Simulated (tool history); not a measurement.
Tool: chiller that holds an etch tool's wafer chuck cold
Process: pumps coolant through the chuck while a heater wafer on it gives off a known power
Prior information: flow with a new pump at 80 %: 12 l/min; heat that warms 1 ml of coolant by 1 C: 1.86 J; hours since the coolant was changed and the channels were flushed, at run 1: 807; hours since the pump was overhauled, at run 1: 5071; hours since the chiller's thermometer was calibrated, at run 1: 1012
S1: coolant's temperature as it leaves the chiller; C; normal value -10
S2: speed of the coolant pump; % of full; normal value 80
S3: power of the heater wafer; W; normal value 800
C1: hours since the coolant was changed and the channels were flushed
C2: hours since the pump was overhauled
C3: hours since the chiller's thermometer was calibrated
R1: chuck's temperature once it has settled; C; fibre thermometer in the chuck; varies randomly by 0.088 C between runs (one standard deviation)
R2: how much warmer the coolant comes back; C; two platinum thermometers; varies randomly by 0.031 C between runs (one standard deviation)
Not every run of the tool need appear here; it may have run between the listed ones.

Run 1, hour 0.0: usual settings; C1 807; C2 5071; C3 1012. Result: R1 -4.92 C, R2 2.10 C.
Run 2, hour 121.1: usual settings; C1 928; C2 5192; C3 1134. Result: R1 -4.81 C, R2 2.15 C.
Run 3, hour 219.5: usual settings; C1 1026; C2 5291; C3 1232. Result: R1 -4.82 C, R2 2.20 C.
Run 4, hour 312.4: usual settings; C1 1119; C2 5384; C3 1325. Result: R1 -4.82 C, R2 2.14 C.
Run 5, hour 418.7: usual settings; C1 1225; C2 5490; C3 1431. Result: R1 -4.81 C, R2 2.17 C.
Run 6, hour 496.9: usual settings but S3 754 W; C1 1303; C2 5568; C3 1509. Result: R1 -5.21 C, R2 2.03 C.
Run 7, hour 604.7: usual settings but S2 79 % of full; C1 1411; C2 5676; C3 1617. Result: R1 -5.17 C, R2 2.22 C.
Run 8, hour 728.5: usual settings; C1 1535; C2 5800; C3 1741. Result: R1 -4.92 C, R2 2.17 C.
Run 9, hour 808.5: usual settings; C1 1615; C2 5880; C3 1821. Result: R1 -4.99 C, R2 2.13 C.
Run 10, hour 879.1: usual settings; C1 1686; C2 5950; C3 1892. Result: R1 -4.89 C, R2 2.14 C.
Run 11, hour 938.6: usual settings; C1 1745; C2 6010; C3 1951. Result: R1 -5.06 C, R2 2.14 C.
Run 12, hour 998.4: usual settings but S2 61 % of full; C1 1805; C2 6070; C3 2011. Result: R1 -3.93 C, R2 3.01 C.
At hour 1091.4: chiller's thermometer calibrated.
Run 13, hour 1126.7: usual settings but S3 926 W; C1 1932; C2 6197; C3 35. Result: R1 -4.05 C, R2 2.53 C.
Run 14, hour 1225.5: usual settings but S3 926 W; C1 2031; C2 6296; C3 134. Result: R1 -4.18 C, R2 2.48 C.
Run 15, hour 1290.2: usual settings but S3 926 W; C1 2096; C2 6360; C3 199. Result: R1 -4.21 C, R2 2.53 C.
Run 16, hour 1352.2: usual settings but S3 926 W; C1 2158; C2 6422; C3 261. Result: R1 -4.18 C, R2 2.43 C.
Run 17, hour 1444.4: usual settings but S3 926 W; C1 2250; C2 6514; C3 353. Result: R1 -3.98 C, R2 2.46 C.
Run 18, hour 1527.4: usual settings but S1 -2 C, S3 435 W; C1 2333; C2 6597; C3 436. Result: R1 0.68 C, R2 1.23 C.
Run 19, hour 1594.4: usual settings but S1 -8 C, S2 94 % of full; C1 2400; C2 6665; C3 503. Result: R1 -3.32 C, R2 1.84 C.
Run 20, hour 1665.1: usual settings but S1 -8 C, S2 94 % of full; C1 2471; C2 6735; C3 574. Result: R1 -3.29 C, R2 1.78 C.
Run 21, hour 1734.0: usual settings but S1 -8 C, S2 94 % of full; C1 2539; C2 6804; C3 643. Result: R1 -3.40 C, R2 1.82 C.
Run 22, hour 1823.5: usual settings but S1 -8 C, S2 94 % of full, S3 553 W; C1 2629; C2 6894; C3 732. Result: R1 -4.84 C, R2 1.23 C.
Run 23, hour 1908.3: usual settings but S1 -16 C, S2 88 % of full, S3 844 W; C1 2714; C2 6978; C3 817. Result: R1 -10.91 C, R2 2.08 C.
Run 24, hour 2017.3: usual settings but S1 -3 C, S3 930 W; C1 2823; C2 7087; C3 926. Result: R1 3.11 C, R2 2.58 C.
Run 25, hour 2110.9: usual settings but S1 -3 C, S3 930 W; C1 2916; C2 7181; C3 1019. Result: R1 2.85 C, R2 2.54 C.
Run 26, hour 2214.2: usual settings but S1 -3 C, S3 930 W; C1 3020; C2 7284; C3 1123. Result: R1 3.03 C, R2 2.49 C.
Run 27, hour 2309.2: usual settings but S1 -6 C, S2 64 % of full, S3 434 W; C1 3115; C2 7379; C3 1218. Result: R1 -2.77 C, R2 1.54 C.
Run 28, hour 2391.2: usual settings but S1 -19 C, S3 1024 W; C1 3197; C2 7461; C3 1300. Result: R1 -12.55 C, R2 2.74 C.
Run 29, hour 2506.5: usual settings but S3 475 W; C1 3312; C2 7577; C3 1415. Result: R1 -6.96 C, R2 1.29 C.
Run 30, hour 2607.6: usual settings but S1 -12 C, S2 91 % of full, S3 545 W; C1 3413; C2 7678; C3 1516. Result: R1 -8.86 C, R2 1.27 C.
Run 31, hour 2714.9: usual settings but S1 -2 C, S2 85 % of full, S3 966 W; C1 3520; C2 7785; C3 1623. Result: R1 3.79 C, R2 2.42 C.
Run 32, hour 2785.9: usual settings but S1 -2 C, S2 85 % of full, S3 966 W; C1 3591; C2 7856; C3 1694. Result: R1 3.88 C, R2 2.43 C.

Take each entry between the runs: how does the hidden state at the last listed run before it differ from the hidden state at the first listed run after it?
Between runs 12 and 13: chiller's thermometer calibrated (hour 1091.4)
  no difference in the tool's unlogged condition between these two runs
